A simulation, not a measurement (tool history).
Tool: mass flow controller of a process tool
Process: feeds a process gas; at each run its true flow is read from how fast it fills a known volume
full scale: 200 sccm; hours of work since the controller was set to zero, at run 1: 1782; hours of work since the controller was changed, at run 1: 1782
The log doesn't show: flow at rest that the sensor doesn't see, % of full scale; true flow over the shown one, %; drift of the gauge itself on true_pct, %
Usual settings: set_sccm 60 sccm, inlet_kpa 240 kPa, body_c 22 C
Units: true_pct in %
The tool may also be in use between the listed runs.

run,hour,set_sccm,inlet_kpa,body_c,hours of work since the controller was set to zero,hours of work since the controller was changed,true_pct
1,0,60,240,22,1782,1782,99.92
2,45.4,60,240,36,1804,1804,98.96
3,115.4,60,240,22,1839,1839,99.81
4,175.8,60,240,22,1869,1869,99.98
5,231.7,60,240,22,1896,1896,99.96
6,295.8,162,240,22,1928,1928,100.33
7,345.9,60,240,22,1953,1953,100.01
8,400.7,60,240,22,1980,1980,100.02
9,474.2,60,251,22,2016,2016,100.23
10,575.9,66,240,22,2066,2066,99.99
11,651.1,66,240,22,2104,2104,100.18
12,740.5,66,240,22,2148,2148,100.01
13,811.7,60,240,22,2183,2183,100.22
14,864.9,60,240,22,2209,2209,100.12
15,947.3,60,248,22,2250,2250,100.31
16,990.8,60,248,22,2272,2272,100.27
17,1075.3,60,240,35,2314,2314,99.41
18,1169.8,60,240,35,2360,2360,99.63
# hour 1179.9: controller's zero set anew
19,1228.5,60,240,28,24,2389,100.58
20,1300.2,60,240,28,60,2425,100.53
21,1351.7,60,240,36,85,2450,100.03
22,1438.8,60,240,36,128,2493,100.02
23,1482.4,68,240,22,150,2515,100.82
24,1564.8,68,240,22,190,2555,100.74
# hour 1639.6: controller's zero set anew, once more
25,1649.3,81,201,28,5,2597,97.94
26,1747.1,42,166,28,53,2645,97.17
27,1817.4,118,272,34,88,2680,98.49
28,1880.5,34,194,26,119,2711,97.49
29,1962.2,23,217,27,160,2752,97.49
30,2026.6,63,142,27,191,2784,97.53
31,2081,63,142,27,218,2811,97.55
32,2150.8,63,142,27,253,2845,97.62
33,2243.7,60,157,39,299,2891,96.92
34,2317.4,60,157,39,335,2928,96.99
35,2378.8,60,157,39,366,2958,96.87
36,2455.3,60,157,26,404,2996,97.74
37,2528.8,60,157,26,440,3032,97.91
38,2581,24,152,29,466,3058,97.55
39,2676.3,21,240,22,513,3105,98.79
40,2749.1,32,181,22,549,3141,98.28
41,2850.4,32,181,22,599,3191,98.46
42,2920.1,88,232,28,633,3226,98.4
43,2962.8,30,180,21,655,3247,98.52
44,3050,184,164,21,698,3290,99.68
45,3093.3,184,164,21,719,3311,99.77
46,3170.7,60,252,30,757,3350,98.35
47,3257.9,60,252,30,801,3393,98.44
48,3322.8,40,252,36,833,3425,98.18

The same runs without the tool's hidden state, with the same run-to-run variation:
run,true_pct
1,98.45
2,97.47
3,98.29
4,98.45
5,98.41
6,99.83
7,98.42
8,98.4
9,98.59
10,98.48
11,98.64
12,98.45
13,98.45
14,98.35
15,98.5
16,98.45
17,97.56
18,97.76
19,98.16
20,98.09
21,97.57
22,97.52
23,98.62
24,98.53
25,98.11
26,97.26
27,98.65
28,97.49
29,97.31
30,97.58
31,97.58
32,97.62
33,96.88
34,96.93
35,96.79
36,97.63
37,97.78
38,96.82
39,97.82
40,97.68
41,97.78
42,98.3
43,97.7
44,99.76
45,99.84
46,98
47,98.06
48,97.43
